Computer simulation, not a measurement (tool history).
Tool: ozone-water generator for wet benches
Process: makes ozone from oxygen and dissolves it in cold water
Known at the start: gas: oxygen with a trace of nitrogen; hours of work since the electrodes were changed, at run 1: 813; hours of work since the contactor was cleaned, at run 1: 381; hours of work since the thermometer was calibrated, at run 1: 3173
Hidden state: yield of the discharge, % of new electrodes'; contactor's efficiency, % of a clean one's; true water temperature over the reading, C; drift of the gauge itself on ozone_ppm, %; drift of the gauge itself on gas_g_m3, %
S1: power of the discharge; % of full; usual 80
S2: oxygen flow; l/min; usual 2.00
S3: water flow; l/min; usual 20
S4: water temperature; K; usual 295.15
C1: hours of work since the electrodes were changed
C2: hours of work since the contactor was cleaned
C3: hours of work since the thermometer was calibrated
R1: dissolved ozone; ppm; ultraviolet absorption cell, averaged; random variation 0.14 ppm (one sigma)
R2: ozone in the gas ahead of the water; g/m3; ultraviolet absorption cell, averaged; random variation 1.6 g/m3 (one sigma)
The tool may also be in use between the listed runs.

run 1 hour=0.0 | S1=80 S2=2.00 S3=20 S4=295.15 | C1=813 C2=381 C3=3173 | R1=16.0 R2=297.3
run 2 hour=48.8 | S1=80 S2=2.00 S3=20 S4=295.15 | C1=853 C2=422 C3=3213 | R1=16.0 R2=295.5
run 3 hour=104.2 | S1=80 S2=1.69 S3=20 S4=295.15 | C1=899 C2=468 C3=3259 | R1=15.4 R2=326.1
run 4 hour=181.1 | S1=80 S2=1.69 S3=20 S4=295.15 | C1=963 C2=531 C3=3323 | R1=15.3 R2=330.0
run 5 hour=227.5 | S1=80 S2=2.00 S3=20 S4=295.15 | C1=1001 C2=570 C3=3361 | R1=15.8 R2=296.5
run 6 hour=304.1 | S1=80 S2=1.12 S3=20 S4=295.15 | C1=1065 C2=633 C3=3425 | R1=13.6 R2=404.5
run 7 hour=345.4 | S1=80 S2=1.12 S3=20 S4=295.15 | C1=1099 C2=668 C3=3459 | R1=13.8 R2=405.0
run 8 hour=405.7 | S1=48 S2=2.00 S3=20 S4=295.15 | C1=1149 C2=718 C3=3509 | R1=11.5 R2=222.8
run 9 hour=454.4 | S1=80 S2=2.00 S3=20 S4=295.15 | C1=1189 C2=758 C3=3549 | R1=15.9 R2=298.3
run 10 hour=505.5 | S1=80 S2=2.00 S3=20 S4=295.15 | C1=1232 C2=800 C3=3592 | R1=15.8 R2=296.3
run 11 hour=563.0 | S1=80 S2=2.00 S3=20 S4=295.15 | C1=1279 C2=848 C3=3639 | R1=15.7 R2=298.4
run 12 hour=609.0 | S1=80 S2=2.00 S3=20 S4=295.15 | C1=1317 C2=886 C3=3678 | R1=15.8 R2=297.2
run 13 hour=699.4 | S1=80 S2=2.00 S3=20 S4=294.15 | C1=1392 C2=961 C3=3753 | R1=15.9 R2=296.3
run 14 hour=796.4 | S1=80 S2=2.00 S3=20 S4=294.15 | C1=1473 C2=1041 C3=3833 | R1=15.9 R2=294.2
run 15 hour=835.7 | S1=68 S2=2.00 S3=20 S4=295.15 | C1=1505 C2=1074 C3=3866 | R1=14.3 R2=270.7
run 16 hour=905.8 | S1=68 S2=2.00 S3=20 S4=295.15 | C1=1564 C2=1132 C3=3924 | R1=14.2 R2=270.3
run 17 hour=966.1 | S1=68 S2=2.00 S3=20 S4=295.15 | C1=1613 C2=1182 C3=3974 | R1=14.0 R2=267.4
run 18 hour=1011.0 | S1=68 S2=2.00 S3=31 S4=295.15 | C1=1651 C2=1219 C3=4011 | R1=8.8 R2=268.3
run 19 hour=1053.0 | S1=97 S2=1.57 S3=31 S4=295.15 | C1=1685 C2=1254 C3=4046 | R1=10.2 R2=380.4
run 20 hour=1094.2 | S1=97 S2=1.57 S3=31 S4=295.15 | C1=1720 C2=1288 C3=4080 | R1=10.3 R2=378.0
run 21 hour=1177.1 | S1=64 S2=2.99 S3=20 S4=295.15 | C1=1788 C2=1357 C3=4149 | R1=14.7 R2=211.1
-- hour=1184.8 water thermometer calibrated
run 22 hour=1234.2 | S1=51 S2=1.76 S3=16 S4=292.15 | C1=1835 C2=1404 C3=41 | R1=14.6 R2=241.4
run 23 hour=1276.8 | S1=51 S2=1.76 S3=16 S4=292.15 | C1=1871 C2=1439 C3=76 | R1=15.1 R2=240.9
run 24 hour=1373.1 | S1=51 S2=2.24 S3=23 S4=294.15 | C1=1950 C2=1519 C3=156 | R1=10.7 R2=213.1
run 25 hour=1452.7 | S1=51 S2=2.24 S3=23 S4=294.15 | C1=2016 C2=1585 C3=222 | R1=10.6 R2=213.5
-- hour=1479.9 water thermometer calibrated, once more
run 26 hour=1545.0 | S1=95 S2=1.51 S3=31 S4=292.15 | C1=2093 C2=1661 C3=54 | R1=10.1 R2=375.2
run 27 hour=1602.1 | S1=45 S2=1.51 S3=32 S4=292.15 | C1=2140 C2=1708 C3=101 | R1=6.3 R2=241.6
run 28 hour=1672.8 | S1=63 S2=2.32 S3=19 S4=298.15 | C1=2198 C2=1767 C3=160 | R1=14.0 R2=235.6
run 29 hour=1712.8 | S1=80 S2=3.33 S3=26 S4=295.15 | C1=2232 C2=1800 C3=193 | R1=13.2 R2=224.2
run 30 hour=1796.3 | S1=80 S2=1.09 S3=26 S4=295.15 | C1=2301 C2=1869 C3=262 | R1=9.7 R2=399.8
run 31 hour=1845.5 | S1=80 S2=1.08 S3=25 S4=289.15 | C1=2342 C2=1910 C3=303 | R1=10.3 R2=407.4
run 32 hour=1900.4 | S1=55 S2=1.17 S3=27 S4=299.15 | C1=2387 C2=1956 C3=349 | R1=7.5 R2=311.0
run 33 hour=1990.2 | S1=51 S2=2.11 S3=14 S4=299.15 | C1=2462 C2=2030 C3=423 | R1=15.9 R2=218.3

The same runs without the tool's hidden state, with the same run-to-run variation:
run=1 R1=16.3 R2=300.1
run=2 R1=16.4 R2=298.5
run=3 R1=15.7 R2=329.6
run=4 R1=15.7 R2=333.8
run=5 R1=16.2 R2=300.1
run=6 R1=14.0 R2=409.9
run=7 R1=14.1 R2=410.6
run=8 R1=11.8 R2=225.1
run=9 R1=16.4 R2=302.8
run=10 R1=16.3 R2=301.1
run=11 R1=16.2 R2=303.3
run=12 R1=16.3 R2=302.3
run=13 R1=16.5 R2=301.7
run=14 R1=16.5 R2=300.1
run=15 R1=14.8 R2=275.7
run=16 R1=14.8 R2=275.6
run=17 R1=14.6 R2=272.8
run=18 R1=9.2 R2=273.9
run=19 R1=10.6 R2=390.3
run=20 R1=10.8 R2=388.0
run=21 R1=15.3 R2=215.7
run=22 R1=15.2 R2=246.0
run=23 R1=15.7 R2=245.6
run=24 R1=11.1 R2=217.5
run=25 R1=11.0 R2=218.1
run=26 R1=10.7 R2=387.6
run=27 R1=6.5 R2=246.7
run=28 R1=14.7 R2=242.0
run=29 R1=13.9 R2=231.4
run=30 R1=10.3 R2=413.1
run=31 R1=10.9 R2=421.2
run=32 R1=7.9 R2=319.5
run=33 R1=16.6 R2=224.2

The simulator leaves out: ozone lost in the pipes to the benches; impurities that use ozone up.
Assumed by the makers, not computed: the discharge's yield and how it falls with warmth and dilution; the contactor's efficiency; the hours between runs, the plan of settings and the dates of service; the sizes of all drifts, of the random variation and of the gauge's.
